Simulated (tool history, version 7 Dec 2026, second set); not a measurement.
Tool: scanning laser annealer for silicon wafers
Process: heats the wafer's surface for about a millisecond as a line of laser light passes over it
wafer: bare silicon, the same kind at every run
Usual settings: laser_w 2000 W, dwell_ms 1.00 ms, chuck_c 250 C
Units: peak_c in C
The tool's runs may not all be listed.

{"run": 1, "hour": 0.0, "laser_w": 2000, "dwell_ms": 1.0, "chuck_c": 250, "peak_c": 961}
{"run": 2, "hour": 87.8, "laser_w": 2000, "dwell_ms": 1.0, "chuck_c": 250, "peak_c": 957}
{"run": 3, "hour": 157.8, "laser_w": 2000, "dwell_ms": 1.0, "chuck_c": 250, "peak_c": 961}
{"run": 4, "hour": 227.7, "laser_w": 2000, "dwell_ms": 1.0, "chuck_c": 276, "peak_c": 983}
{"run": 5, "hour": 315.5, "laser_w": 2000, "dwell_ms": 1.0, "chuck_c": 276, "peak_c": 981}
{"run": 6, "hour": 369.4, "laser_w": 2000, "dwell_ms": 1.0, "chuck_c": 250, "peak_c": 954}
{"hour": 411.2, "done": "window over the wafer cleaned"}
{"run": 7, "hour": 461.1, "laser_w": 2000, "dwell_ms": 1.0, "chuck_c": 250, "peak_c": 972}
{"run": 8, "hour": 554.3, "laser_w": 2000, "dwell_ms": 1.0, "chuck_c": 250, "peak_c": 970}
{"run": 9, "hour": 600.3, "laser_w": 2000, "dwell_ms": 1.0, "chuck_c": 250, "peak_c": 969}
{"run": 10, "hour": 675.4, "laser_w": 2000, "dwell_ms": 1.0, "chuck_c": 250, "peak_c": 964}
{"run": 11, "hour": 757.4, "laser_w": 2000, "dwell_ms": 1.0, "chuck_c": 250, "peak_c": 964}
{"run": 12, "hour": 824.7, "laser_w": 2000, "dwell_ms": 1.0, "chuck_c": 250, "peak_c": 966}
{"run": 13, "hour": 913.7, "laser_w": 2000, "dwell_ms": 1.0, "chuck_c": 263, "peak_c": 974}
{"run": 14, "hour": 967.8, "laser_w": 2000, "dwell_ms": 1.0, "chuck_c": 256, "peak_c": 965}
{"run": 15, "hour": 1051.3, "laser_w": 2000, "dwell_ms": 1.0, "chuck_c": 256, "peak_c": 963}
{"run": 16, "hour": 1133.8, "laser_w": 2000, "dwell_ms": 1.0, "chuck_c": 250, "peak_c": 957}
{"run": 17, "hour": 1218.2, "laser_w": 2000, "dwell_ms": 1.0, "chuck_c": 250, "peak_c": 952}
{"run": 18, "hour": 1296.8, "laser_w": 2000, "dwell_ms": 1.0, "chuck_c": 250, "peak_c": 956}
{"run": 19, "hour": 1381.7, "laser_w": 2000, "dwell_ms": 1.0, "chuck_c": 250, "peak_c": 952}
{"run": 20, "hour": 1454.5, "laser_w": 2000, "dwell_ms": 1.0, "chuck_c": 250, "peak_c": 951}
{"run": 21, "hour": 1500.9, "laser_w": 2000, "dwell_ms": 1.0, "chuck_c": 222, "peak_c": 923}
{"run": 22, "hour": 1569.6, "laser_w": 2000, "dwell_ms": 1.01, "chuck_c": 222, "peak_c": 923}
{"run": 23, "hour": 1659.3, "laser_w": 2000, "dwell_ms": 1.01, "chuck_c": 222, "peak_c": 923}
{"hour": 1666.2, "done": "window over the wafer cleaned"}
{"run": 24, "hour": 1737.2, "laser_w": 2089, "dwell_ms": 1.08, "chuck_c": 288, "peak_c": 1063}
{"run": 25, "hour": 1797.0, "laser_w": 1875, "dwell_ms": 1.08, "chuck_c": 278, "peak_c": 974}
{"run": 26, "hour": 1891.5, "laser_w": 1920, "dwell_ms": 1.0, "chuck_c": 250, "peak_c": 937}
{"hour": 1914.6, "done": "optics aligned, line set to its width"}
{"run": 27, "hour": 1993.1, "laser_w": 2000, "dwell_ms": 1.0, "chuck_c": 234, "peak_c": 954}
{"run": 28, "hour": 2067.8, "laser_w": 1930, "dwell_ms": 1.12, "chuck_c": 234, "peak_c": 964}
{"run": 29, "hour": 2121.7, "laser_w": 2093, "dwell_ms": 1.11, "chuck_c": 275, "peak_c": 1059}
{"run": 30, "hour": 2181.7, "laser_w": 2041, "dwell_ms": 1.04, "chuck_c": 250, "peak_c": 993}
{"run": 31, "hour": 2272.8, "laser_w": 1911, "dwell_ms": 1.24, "chuck_c": 243, "peak_c": 996}
{"run": 32, "hour": 2343.3, "laser_w": 1911, "dwell_ms": 1.24, "chuck_c": 243, "peak_c": 995}
{"run": 33, "hour": 2425.0, "laser_w": 2025, "dwell_ms": 1.0, "chuck_c": 284, "peak_c": 1001}
{"run": 34, "hour": 2522.5, "laser_w": 2000, "dwell_ms": 1.22, "chuck_c": 250, "peak_c": 1028}
{"run": 35, "hour": 2596.6, "laser_w": 2000, "dwell_ms": 1.0, "chuck_c": 252, "peak_c": 957}
{"run": 36, "hour": 2675.1, "laser_w": 1726, "dwell_ms": 1.1, "chuck_c": 250, "peak_c": 889}
{"run": 37, "hour": 2752.4, "laser_w": 1726, "dwell_ms": 1.1, "chuck_c": 250, "peak_c": 890}
{"run": 38, "hour": 2850.0, "laser_w": 1726, "dwell_ms": 1.1, "chuck_c": 250, "peak_c": 890}
{"run": 39, "hour": 2897.4, "laser_w": 1944, "dwell_ms": 0.77, "chuck_c": 226, "peak_c": 828}
{"hour": 2929.9, "done": "window over the wafer cleaned"}
{"run": 40, "hour": 2953.2, "laser_w": 1881, "dwell_ms": 0.96, "chuck_c": 275, "peak_c": 941}
{"run": 41, "hour": 3047.1, "laser_w": 1881, "dwell_ms": 0.96, "chuck_c": 275, "peak_c": 933}

4 ways to go on from here, each from the tool as it stands after run 41. What would each give?
{"run": "A", "hour": 3117.3, "laser_w": 1881, "dwell_ms": 0.93, "chuck_c": 275, "peak_c": "?"}
{"run": "B", "hour": 3117.3, "laser_w": 2036, "dwell_ms": 0.96, "chuck_c": 275, "peak_c": "?"}
{"run": "C", "hour": 3117.3, "laser_w": 2000, "dwell_ms": 0.84, "chuck_c": 250, "peak_c": "?"}
{"run": "D", "hour": 3117.3, "laser_w": 1843, "dwell_ms": 0.76, "chuck_c": 250, "peak_c": "?"}

run=A peak_c=931
run=B peak_c=991
run=C peak_c=913
run=D peak_c=833
Without the tool's hidden state the same runs would have given:
run=A peak_c=939
run=B peak_c=1000
run=C peak_c=921
run=D peak_c=840
